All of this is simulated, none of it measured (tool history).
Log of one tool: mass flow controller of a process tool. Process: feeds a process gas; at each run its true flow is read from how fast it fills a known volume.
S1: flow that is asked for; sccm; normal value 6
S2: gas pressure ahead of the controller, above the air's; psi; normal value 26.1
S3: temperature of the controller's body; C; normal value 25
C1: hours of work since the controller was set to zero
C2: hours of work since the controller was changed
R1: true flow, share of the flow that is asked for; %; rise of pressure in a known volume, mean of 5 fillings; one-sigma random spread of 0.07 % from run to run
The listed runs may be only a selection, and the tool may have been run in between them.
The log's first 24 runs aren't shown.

run     hour  S1    S2  S3    C1    C2     R1
 25   7450.7  13  26.1  25  1831  8105  96.66
 26   7797.4   6  24.1  25  1955  8228  95.26
 27   8135.0   6  26.1  39  2075  8349  95.39
 28   8402.4   9  26.1  21  2170  8444  95.57
 29   8788.3   9  26.1  21  2307  8581  95.39
 30   9064.9   9  26.1  21  2405  8679  95.36
 31   9340.0  13  26.1  25  2503  8777  95.94
      9408.8  -- gauge calibrated
 32   9637.7   4  40.2  30  2609  8883  97.63
 33   9937.8  15  26.1  25  2716  8990  99.00
 34  10180.2  13  36.7  29  2802  9076  98.84
 35  10586.2  13  36.7  29  2947  9221  98.50
 36  10890.3   6  26.1  20  3055  9329  97.09
 37  11236.0   6  26.1  20  3178  9452  97.04
 38  11415.0  15  26.1  25  3241  9515  98.57
 39  11628.7  15  26.1  25  3317  9591  98.29
 40  11929.5   6  38.9  25  3424  9698  97.07
     12059.6  -- controller exchanged for a calibrated one
 41  12256.8   6  38.9  25    70    70  97.02
 42  12496.2   2  33.2  30   155   155  96.22
 43  12850.0   2  20.5  27   281   281  95.98
 44  13194.3   4  29.2  27   404   404  96.18
 45  13561.8   3  36.7  32   534   534  96.07
 46  13873.3  11  27.1  21   645   645  97.01
 47  14116.3  11  27.1  21   732   732  97.08

Branching from run 47: 4 alternative next runs. What would each branch give?
  A  14316.5   4  25.1  36  803  803   ?
  B  14316.5   7  35.7  21  803  803   ?
  C  14316.5   5  35.8  21  803  803   ?
  D  14316.5   6  26.1  21  803  803   ?

run     R1
  A  96.13
  B  96.37
  C  96.05
  D  96.03
The same runs, with their run-to-run variation unchanged, on a tool lacking any hidden condition would have given:
run     R1
  A  97.58
  B  97.83
  C  97.51
  D  97.48
